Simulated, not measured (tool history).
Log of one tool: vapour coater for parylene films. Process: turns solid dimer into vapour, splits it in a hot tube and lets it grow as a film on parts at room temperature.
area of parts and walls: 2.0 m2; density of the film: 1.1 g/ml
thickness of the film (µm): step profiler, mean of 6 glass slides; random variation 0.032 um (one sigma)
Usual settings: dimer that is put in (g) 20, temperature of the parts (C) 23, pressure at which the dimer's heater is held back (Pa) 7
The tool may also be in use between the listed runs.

run,hour,dimer that is put in (g),temperature of the parts (C),pressure at which the dimer's heater is held back (Pa),thickness of the film (µm)
1,0,20,23,7,4.72
2,34.7,18,23,7,4.2
3,81.8,20,23,7,4.63
4,131.8,20,23,7,4.89
5,165.5,10,23,7,2.45
6,202.5,10,23,7,2.51
7,243.5,10,23,6.28,2.35
8,265.2,20,23,7,4.6
9,303.3,20,23,7,4.64
10,338,20,23,7,4.65
11,375.1,20,23,7,4.62
12,399.1,20,23,10.87,4.4
13,431.1,20,23,10.87,4.37
14,466.2,20,23,10.87,4.29
15,490.4,15,22,2.9,3.91
16,521.2,15,24,11.66,3.05
17,558.9,15,24,11.4,3.27

Taken out of this log: 4 entries between the listed runs. Where each belongs, and how the hidden state differs across it:
Between runs 3 and 4: trap's valve overhauled (hour 108.3)
  vapour lost through the trap's worn valve, %: 4.9 -> 0.6; true temperature of the parts over the reading, C: -0.95 -> -0.98
  measured less the result without the state, thickness of the film (µm): -0.05 -> +0.16
Between runs 5 and 6: table's thermometer calibrated (hour 169.5)
  vapour lost through the trap's worn valve, %: 1.1 -> 1.5; true temperature of the parts over the reading, C: -0.99 -> -1.63
  measured less the result without the state, thickness of the film (µm): +0.07 -> +0.13
Between runs 6 and 7: table's thermometer calibrated, once more (hour 236.2)
  vapour lost through the trap's worn valve, %: 1.5 -> 2; true temperature of the parts over the reading, C: -1.63 -> -0.21
  measured less the result without the state, thickness of the film (µm): +0.13 -> -0.02
Between runs 16 and 17: trap's valve overhauled (hour 539.8)
  vapour lost through the trap's worn valve, %: 5.5 -> 0.4; true temperature of the parts over the reading, C: -0.35 -> -0.36
  measured less the result without the state, thickness of the film (µm): -0.14 -> +0.03
